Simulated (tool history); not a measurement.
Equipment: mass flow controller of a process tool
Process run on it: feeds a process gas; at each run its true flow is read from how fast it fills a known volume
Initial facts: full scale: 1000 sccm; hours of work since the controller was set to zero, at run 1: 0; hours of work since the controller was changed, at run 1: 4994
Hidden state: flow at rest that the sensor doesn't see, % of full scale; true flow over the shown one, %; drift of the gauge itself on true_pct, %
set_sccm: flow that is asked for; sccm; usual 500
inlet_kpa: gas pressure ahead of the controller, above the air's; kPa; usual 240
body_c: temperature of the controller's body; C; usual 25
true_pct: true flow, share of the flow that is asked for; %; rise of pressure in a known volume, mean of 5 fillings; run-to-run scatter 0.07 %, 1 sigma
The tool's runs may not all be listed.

run     day  set_sccm  inlet_kpa  body_c  hours of work since the controller was set to zero  hours of work since the controller was changed  true_pct
  1   0.000       500        240      25                                                   0                                            4994     99.22
  2   5.783       500        240      25                                                 106                                            5100     99.17
  3  14.442       500        240      25                                                 266                                            5260     99.23
  4  20.250       500        143      25                                                 372                                            5366     99.67
  5  26.008       500        143      25                                                 478                                            5472     99.72
  6  33.325       500        240      28                                                 613                                            5607     99.56
  7  39.688       500        240      23                                                 730                                            5724     99.04
  8  47.104       383        212      24                                                 866                                            5860     99.07
  9  55.967       841        183      39                                                1029                                            6023    101.27
 10  63.342       841        183      39                                                1165                                            6159    101.38
 11  69.825       181        259      35                                                1284                                            6278     99.78
 12  75.562       181        148      39                                                1389                                            6383    100.67

Run 13 is up next; what results do you expect?
 13  83.838       181        148      39                                                1542                                            6536         ?

Run 13 gave true_pct 100.68 %.
The same run, on a tool lacking any hidden state, would have yielded true_pct 100.66 %.
